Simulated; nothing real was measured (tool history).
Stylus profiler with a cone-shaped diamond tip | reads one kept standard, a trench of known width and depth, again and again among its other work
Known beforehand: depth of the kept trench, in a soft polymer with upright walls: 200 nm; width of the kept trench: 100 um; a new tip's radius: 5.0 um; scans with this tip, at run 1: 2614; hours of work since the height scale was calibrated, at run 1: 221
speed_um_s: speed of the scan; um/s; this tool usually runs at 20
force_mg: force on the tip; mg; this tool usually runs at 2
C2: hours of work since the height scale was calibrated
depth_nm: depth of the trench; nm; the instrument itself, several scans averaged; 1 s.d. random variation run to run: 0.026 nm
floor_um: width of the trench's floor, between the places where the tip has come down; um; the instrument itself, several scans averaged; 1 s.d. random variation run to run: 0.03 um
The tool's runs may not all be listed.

Run 1, hour 0: usual settings; scans with this tip 2614; C2 221. Result: depth_nm 202.82 nm, floor_um 96.95 um.
Run 2, hour 35.6: usual settings; scans with this tip 2847; C2 240. Result: depth_nm 202.83 nm, floor_um 96.89 um.
Run 3, hour 66.4: usual settings; scans with this tip 3049; C2 257. Result: depth_nm 202.87 nm, floor_um 96.88 um.
Run 4, hour 107.2: usual settings but speed_um_s 13 um/s; scans with this tip 3317; C2 280. Result: depth_nm 202.84 nm, floor_um 96.88 um.
Run 5, hour 135.6: usual settings but speed_um_s 13 um/s; scans with this tip 3503; C2 296. Result: depth_nm 202.86 nm, floor_um 96.85 um.
Run 6, hour 162.2: usual settings but speed_um_s 13 um/s; scans with this tip 3677; C2 310. Result: depth_nm 202.85 nm, floor_um 96.93 um.
Run 7, hour 202: usual settings but speed_um_s 13 um/s; scans with this tip 3938; C2 333. Result: depth_nm 202.83 nm, floor_um 96.83 um.
Run 8, hour 223.8: usual settings but speed_um_s 39 um/s; scans with this tip 4081; C2 345. Result: depth_nm 202.88 nm, floor_um 96.67 um.
Run 9, hour 260.8: usual settings but speed_um_s 39 um/s; scans with this tip 4323; C2 365. Result: depth_nm 202.88 nm, floor_um 96.68 um.
Run 10, hour 291.5: usual settings but force_mg 1.55 mg; scans with this tip 4524; C2 382. Result: depth_nm 202.46 nm, floor_um 96.74 um.
Run 11, hour 322: usual settings but force_mg 1.55 mg; scans with this tip 4724; C2 399. Result: depth_nm 202.39 nm, floor_um 96.77 um.
Run 12, hour 354.6: usual settings but force_mg 1.55 mg; scans with this tip 4938; C2 417. Result: depth_nm 202.46 nm, floor_um 96.72 um.
Run 13, hour 390.2: usual settings but force_mg 1.55 mg; scans with this tip 5170; C2 437. Result: depth_nm 202.46 nm, floor_um 96.69 um.
Run 14, hour 431.2: usual settings but force_mg 1.21 mg; scans with this tip 5439; C2 459. Result: depth_nm 202.15 nm, floor_um 96.71 um.
Run 15, hour 458.8: usual settings but force_mg 1.21 mg; scans with this tip 5620; C2 475. Result: depth_nm 202.09 nm, floor_um 96.69 um.
Run 16, hour 494.3: usual settings but force_mg 2.59 mg; scans with this tip 5852; C2 494. Result: depth_nm 203.51 nm, floor_um 96.7 um.
Run 17, hour 517.2: usual settings; scans with this tip 6003; C2 507. Result: depth_nm 202.96 nm, floor_um 96.64 um.
Run 18, hour 556: usual settings but force_mg 2.81 mg; scans with this tip 6257; C2 528. Result: depth_nm 203.68 nm, floor_um 96.61 um.
Run 19, hour 580.7: usual settings but force_mg 2.81 mg; scans with this tip 6419; C2 542. Result: depth_nm 203.7 nm, floor_um 96.64 um.
Run 20, hour 615.9: usual settings but force_mg 2.81 mg; scans with this tip 6649; C2 561. Result: depth_nm 203.76 nm, floor_um 96.62 um.
Run 21, hour 661: usual settings but force_mg 2.81 mg; scans with this tip 6945; C2 586. Result: depth_nm 203.67 nm, floor_um 96.62 um.
Run 22, hour 691.2: usual settings but force_mg 2.81 mg; scans with this tip 7143; C2 603. Result: depth_nm 203.64 nm, floor_um 96.59 um.
Run 23, hour 736.6: usual settings but speed_um_s 12 um/s; scans with this tip 7440; C2 628. Result: depth_nm 203.01 nm, floor_um 96.56 um.
Run 24, hour 762.5: usual settings but speed_um_s 12 um/s; scans with this tip 7610; C2 643. Result: depth_nm 203 nm, floor_um 96.6 um.
Run 25, hour 798.1: usual settings but speed_um_s 46 um/s, force_mg 5.34 mg; scans with this tip 7843; C2 662. Result: depth_nm 205.7 nm, floor_um 96.5 um.
Run 26, hour 833.4: usual settings but speed_um_s 28 um/s, force_mg 3.78 mg; scans with this tip 8074; C2 682. Result: depth_nm 204.5 nm, floor_um 96.5 um.
Run 27, hour 868.3: usual settings but speed_um_s 6 um/s, force_mg 3.78 mg; scans with this tip 8303; C2 701. Result: depth_nm 204.56 nm, floor_um 96.59 um.
Run 28, hour 889.3: usual settings but speed_um_s 15 um/s, force_mg 3.98 mg; scans with this tip 8441; C2 713. Result: depth_nm 204.66 nm, floor_um 96.57 um.
Run 29, hour 909.5: usual settings but speed_um_s 15 um/s, force_mg 5.68 mg; scans with this tip 8573; C2 724. Result: depth_nm 205.88 nm, floor_um 96.57 um.
Run 30, hour 935.9: usual settings but speed_um_s 57 um/s, force_mg 1.72 mg; scans with this tip 8746; C2 738. Result: depth_nm 202.8 nm, floor_um 96.25 um.
Run 31, hour 980.8: usual settings but speed_um_s 17 um/s, force_mg 4.59 mg; scans with this tip 9040; C2 763. Result: depth_nm 205.16 nm, floor_um 96.49 um.
Run 32, hour 1021.4: usual settings but speed_um_s 49 um/s; scans with this tip 9306; C2 786. Result: depth_nm 203.09 nm, floor_um 96.24 um.
Run 33, hour 1056.5: usual settings but speed_um_s 49 um/s; scans with this tip 9536; C2 805. Result: depth_nm 203.08 nm, floor_um 96.24 um.
Run 34, hour 1099.5: usual settings but speed_um_s 12 um/s, force_mg 1.45 mg; scans with this tip 9818; C2 829. Result: depth_nm 202.55 nm, floor_um 96.36 um.
Run 35, hour 1143.6: usual settings but speed_um_s 11 um/s, force_mg 1.93 mg; scans with this tip 10107; C2 853. Result: depth_nm 203.03 nm, floor_um 96.43 um.

Run 36 is up next; what results do you expect?
Run 36, hour 1162.2: usual settings but speed_um_s 21 um/s, force_mg 2.06 mg; scans with this tip 10229; C2 864. Result: depth_nm ?, floor_um ?.

depth_nm: 203.18 nm
floor_um: 96.36 um
Without the tool's hidden state the same run would have given depth_nm 202.87 nm, floor_um 97.09 um.
